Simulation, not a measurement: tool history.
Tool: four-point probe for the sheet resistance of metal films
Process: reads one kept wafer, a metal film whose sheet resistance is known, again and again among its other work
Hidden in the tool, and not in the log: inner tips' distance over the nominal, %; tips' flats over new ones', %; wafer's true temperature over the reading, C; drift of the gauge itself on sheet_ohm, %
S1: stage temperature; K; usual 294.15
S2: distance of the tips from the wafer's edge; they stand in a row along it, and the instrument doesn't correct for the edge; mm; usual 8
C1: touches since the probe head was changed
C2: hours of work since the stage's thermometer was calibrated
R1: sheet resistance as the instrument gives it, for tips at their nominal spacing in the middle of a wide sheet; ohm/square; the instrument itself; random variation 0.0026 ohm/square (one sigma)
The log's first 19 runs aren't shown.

run	hour	S1	S2	C1	C2	R1
20	1108.2	294.15	8	51652	742	12.900518
21	1171.3	298.15	8	53027	770	12.941100
22	1219.4	298.15	6	54075	791	12.961875
23	1286.2	307.15	5	55530	821	13.071200
24	1328.9	292.15	61	56461	839	12.852479
25	1402.5	295.15	8	58066	872	12.917074
26	1444.7	306.15	13	58985	891	13.009232
27	1521.4	305.15	7	60656	924	13.018081
28	1561.1	302.15	3	61522	942	13.149318
29	1617.3	298.15	8	62745	967	12.951913
30	1660.9	296.15	8	63698	986	12.935682
31	1706.3	302.15	5	64685	1006	13.033732
32	1751.2	302.15	5	65665	1026	13.039102
33	1802.3	300.15	24	66778	1049	12.954376
34	1856.3	298.15	4	67955	1072	13.030427
35	1920.3	293.15	33	69350	1101	12.877671
36	2002.7	303.15	3	71145	1137	13.169999
37	2055.6	303.15	3	72298	1161	13.172197
38	2109.8	303.15	3	73479	1185	13.176686
39	2155.1	303.15	3	74466	1205	13.180341
40	2234.1	295.15	8	76187	1239	12.933029
41	2287.5	305.15	17	77352	1263	13.014566
42	2338.8	291.15	69	78470	1286	12.868040
43	2398.2	301.15	68	79763	1312	12.973649
44	2452.2	305.15	8	80941	1336	13.040775

Forecast each of these 4 alternatives for the next run:
A	2493.6	303.15	8	81844	1354	?
B	2493.6	291.15	6	81844	1354	?
C	2493.6	294.15	9	81844	1354	?
D	2493.6	294.15	39	81844	1354	?

run	R1
A	13.022365
B	12.917234
C	12.925096
D	12.902618
Without the tool's hidden state the same runs would have given:
run	R1
A	12.925145
B	12.821546
C	12.829142
D	12.806817
